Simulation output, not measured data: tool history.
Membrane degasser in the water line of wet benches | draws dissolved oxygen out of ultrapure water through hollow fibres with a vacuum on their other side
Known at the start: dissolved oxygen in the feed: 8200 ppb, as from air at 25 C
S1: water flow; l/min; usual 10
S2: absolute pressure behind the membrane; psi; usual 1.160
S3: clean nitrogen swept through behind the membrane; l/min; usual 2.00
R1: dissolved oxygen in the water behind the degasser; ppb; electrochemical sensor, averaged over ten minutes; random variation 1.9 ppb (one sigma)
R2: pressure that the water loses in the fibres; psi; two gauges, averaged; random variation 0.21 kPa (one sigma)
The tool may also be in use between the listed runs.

{"run": 1, "hour": 0.0, "S1": 10, "S2": 1.16, "S3": 2.0, "R1": 200.3, "R2": 7.311}
{"run": 2, "hour": 43.9, "S1": 10, "S2": 1.16, "S3": 2.0, "R1": 198.1, "R2": 7.322}
{"run": 3, "hour": 63.9, "S1": 10, "S2": 1.16, "S3": 2.0, "R1": 200.4, "R2": 7.268}
{"run": 4, "hour": 103.9, "S1": 10, "S2": 1.16, "S3": 2.0, "R1": 198.4, "R2": 7.32}
{"run": 5, "hour": 141.3, "S1": 10, "S2": 1.16, "S3": 2.0, "R1": 197.0, "R2": 7.333}
{"run": 6, "hour": 168.6, "S1": 10, "S2": 1.16, "S3": 2.0, "R1": 199.7, "R2": 7.307}
{"run": 7, "hour": 195.9, "S1": 10, "S2": 1.16, "S3": 2.19, "R1": 196.7, "R2": 7.275}
{"run": 8, "hour": 221.9, "S1": 10, "S2": 1.16, "S3": 2.19, "R1": 194.2, "R2": 7.339}
{"run": 9, "hour": 261.4, "S1": 10, "S2": 1.16, "S3": 2.19, "R1": 193.0, "R2": 7.287}
{"run": 10, "hour": 305.8, "S1": 10, "S2": 1.16, "S3": 1.03, "R1": 246.1, "R2": 7.349}
{"run": 11, "hour": 346.7, "S1": 10, "S2": 1.16, "S3": 2.0, "R1": 199.6, "R2": 7.371}
{"run": 12, "hour": 392.0, "S1": 10, "S2": 1.424, "S3": 2.0, "R1": 220.5, "R2": 7.307}
{"run": 13, "hour": 433.5, "S1": 13, "S2": 1.424, "S3": 2.55, "R1": 315.1, "R2": 9.51}
{"run": 14, "hour": 464.3, "S1": 13, "S2": 1.424, "S3": 2.55, "R1": 317.9, "R2": 9.504}
{"hour": 468.5, "done": "vacuum gauge calibrated"}
{"run": 15, "hour": 506.6, "S1": 10, "S2": 1.16, "S3": 1.35, "R1": 227.0, "R2": 7.346}
{"run": 16, "hour": 549.2, "S1": 15, "S2": 1.014, "S3": 1.0, "R1": 428.8, "R2": 11.048}
{"run": 17, "hour": 596.2, "S1": 15, "S2": 1.014, "S3": 1.0, "R1": 419.8, "R2": 11.066}
{"run": 18, "hour": 643.0, "S1": 8, "S2": 2.418, "S3": 3.08, "R1": 178.4, "R2": 5.883}
{"run": 19, "hour": 669.9, "S1": 8, "S2": 2.418, "S3": 3.08, "R1": 175.4, "R2": 5.887}
{"hour": 716.4, "done": "vacuum gauge calibrated, once more"}
{"run": 20, "hour": 717.8, "S1": 10, "S2": 1.16, "S3": 0.85, "R1": 271.1, "R2": 7.352}
{"run": 21, "hour": 751.5, "S1": 10, "S2": 1.047, "S3": 0.85, "R1": 251.2, "R2": 7.308}
{"run": 22, "hour": 773.1, "S1": 11, "S2": 1.047, "S3": 0.85, "R1": 291.4, "R2": 8.05}
{"run": 23, "hour": 812.1, "S1": 10, "S2": 1.272, "S3": 2.54, "R1": 195.4, "R2": 7.391}
{"hour": 831.5, "done": "seals of the vacuum lines changed"}
{"run": 24, "hour": 849.9, "S1": 10, "S2": 1.272, "S3": 2.54, "R1": 194.6, "R2": 7.346}

5 ways to go on from here, each from the tool as it stands after run 24. What would each give?
{"run": "A", "hour": 883.6, "S1": 10, "S2": 1.735, "S3": 3.37, "R1": "?", "R2": "?"}
{"run": "B", "hour": 883.6, "S1": 14, "S2": 1.16, "S3": 2.0, "R1": "?", "R2": "?"}
{"run": "C", "hour": 883.6, "S1": 15, "S2": 1.16, "S3": 2.27, "R1": "?", "R2": "?"}
{"run": "D", "hour": 883.6, "S1": 10, "S2": 1.495, "S3": 2.54, "R1": "?", "R2": "?"}
{"run": "E", "hour": 883.6, "S1": 16, "S2": 0.722, "S3": 1.76, "R1": "?", "R2": "?"}

run=A R1=204.4 R2=7.368
run=B R1=344.7 R2=10.253
run=C R1=379.2 R2=10.987
run=D R1=210.0 R2=7.382
run=E R1=382.2 R2=11.770
Without the tool's hidden state the same runs would have given:
run=A R1=197.3 R2=7.271
run=B R1=333.4 R2=10.116
run=C R1=366.7 R2=10.842
run=D R1=202.9 R2=7.285
run=E R1=368.6 R2=11.613

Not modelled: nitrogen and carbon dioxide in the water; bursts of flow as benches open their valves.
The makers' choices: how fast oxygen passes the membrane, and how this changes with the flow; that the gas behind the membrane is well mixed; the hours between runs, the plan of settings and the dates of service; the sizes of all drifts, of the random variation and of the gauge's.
